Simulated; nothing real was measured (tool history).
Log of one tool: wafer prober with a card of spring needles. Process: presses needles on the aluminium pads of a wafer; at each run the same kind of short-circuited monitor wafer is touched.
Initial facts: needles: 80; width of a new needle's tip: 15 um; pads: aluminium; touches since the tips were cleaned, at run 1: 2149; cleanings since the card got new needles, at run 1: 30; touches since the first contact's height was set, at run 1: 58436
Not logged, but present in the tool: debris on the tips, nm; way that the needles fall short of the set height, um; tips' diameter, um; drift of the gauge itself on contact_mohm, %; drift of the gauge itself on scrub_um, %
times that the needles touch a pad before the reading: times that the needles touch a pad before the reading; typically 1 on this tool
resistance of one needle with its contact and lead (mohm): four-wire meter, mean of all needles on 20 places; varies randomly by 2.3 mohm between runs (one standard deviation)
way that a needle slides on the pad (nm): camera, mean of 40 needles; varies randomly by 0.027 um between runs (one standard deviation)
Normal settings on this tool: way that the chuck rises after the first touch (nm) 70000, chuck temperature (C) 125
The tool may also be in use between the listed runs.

run,day,way that the chuck rises after the first touch (nm),chuck temperature (C),times that the needles touch a pad before the reading,touches since the tips were cleaned,cleanings since the card got new needles,touches since the first contact's height was set,resistance of one needle with its contact and lead (mohm),way that a needle slides on the pad (nm)
1,0,70000,125,1,2149,30,58436,263,13240
# day 0.383: tips cleaned on abrasive film
2,0.529,70000,125,1,2163,31,66376,263,13230
# day 0.933: tips cleaned on abrasive film
3,1.075,70000,125,1,2161,32,74616,265,13270
# day 1.483: tips cleaned on abrasive film
4,1.625,70000,79,1,2202,33,82937,249,13270
# day 1.871: height of the first contact set anew
# day 2.004: tips cleaned on abrasive film
5,2.154,70000,79,1,2288,34,4251,251,13300
# day 2.496: tips cleaned on abrasive film
6,2.817,70000,79,1,4834,35,14226,249,13290
# day 3.017: tips cleaned on abrasive film
# day 3.567: tips cleaned on abrasive film
7,3.696,70000,79,1,1959,37,27467,250,13270
# day 4.117: tips cleaned on abrasive film
# day 4.608: tips cleaned on abrasive film
8,4.608,70000,79,1,0,39,41193,252,13290
# day 5.108: tips cleaned on abrasive film
9,5.567,70000,79,1,6952,40,55709,254,13250
# day 5.654: tips cleaned on abrasive film
10,6.004,70000,79,1,5299,41,62262,252,13310
# day 6.154: tips cleaned on abrasive film
# day 6.65: tips cleaned on abrasive film
11,6.65,70000,79,1,0,43,71930,247,13360
# day 7.167: tips cleaned on abrasive film
12,7.167,70000,79,1,0,44,79719,247,13350
# day 7.592: height of the first contact set anew
# day 7.721: tips cleaned on abrasive film
13,8.129,70000,79,1,6197,45,8120,250,13410
# day 8.25: tips cleaned on abrasive film
14,8.725,70000,79,1,7204,46,17082,249,13340
# day 8.788: tips cleaned on abrasive film
# day 9.283: tips cleaned on abrasive film
15,9.704,70000,79,1,6366,48,31807,249,13360
# day 9.779: tips cleaned on abrasive film
16,10.229,70000,79,1,6816,49,39732,252,13350
# day 10.279: tips cleaned on abrasive film
# day 10.804: tips cleaned on abrasive film
17,11.171,70000,79,1,5524,51,53885,253,13430
# day 11.317: tips cleaned on abrasive film
18,11.779,70000,48,1,7040,52,63104,244,13400
# day 11.833: tips cleaned on abrasive film
# day 12.35: tips cleaned on abrasive film
19,12.621,71000,48,2,4148,54,75762,245,13600
# day 12.867: tips cleaned on abrasive film
# day 13.325: height of the first contact set anew
# day 13.417: tips cleaned on abrasive film
20,13.55,71000,39,1,2006,56,3352,242,13570
# day 13.908: tips cleaned on abrasive film
21,14.142,74000,50,3,3569,57,12297,243,14140
# day 14.429: tips cleaned on abrasive film
22,14.75,76000,125,1,4864,58,21422,258,14600
# day 14.938: tips cleaned on abrasive film
23,15.192,64000,43,3,3882,59,28122,243,12270
# day 15.458: tips cleaned on abrasive film
24,15.921,61000,115,2,7010,60,39073,263,11690
# day 15.975: tips cleaned on abrasive film
# day 16.5: tips cleaned on abrasive film
25,16.733,61000,41,2,3569,62,51319,240,11680
# day 17.017: tips cleaned on abrasive film
# day 17.512: tips cleaned on abrasive film
26,17.608,61000,41,1,1471,64,64468,243,11760
# day 18.008: tips cleaned on abrasive film
27,18.071,61000,41,1,979,65,71429,240,11760
# day 18.521: tips cleaned on abrasive film
28,18.867,77000,50,1,5232,66,83422,244,14820
# day 19.079: tips cleaned on abrasive film
# day 19.092: height of the first contact set anew
29,19.412,77000,50,1,4824,67,4824,241,14870

Forecast run 30:
# day 19.579: tips cleaned on abrasive film
30,19.883,70000,77,1,4628,68,11958,?,?

{"run 30": {"resistance of one needle with its contact and lead (mohm)": 249, "way that a needle slides on the pad (nm)": 13490}}
Take away the tool's hidden state, keep the run-to-run variation as it was, and the same run would have given resistance of one needle with its contact and lead (mohm) 248, way that a needle slides on the pad (nm) 13240.

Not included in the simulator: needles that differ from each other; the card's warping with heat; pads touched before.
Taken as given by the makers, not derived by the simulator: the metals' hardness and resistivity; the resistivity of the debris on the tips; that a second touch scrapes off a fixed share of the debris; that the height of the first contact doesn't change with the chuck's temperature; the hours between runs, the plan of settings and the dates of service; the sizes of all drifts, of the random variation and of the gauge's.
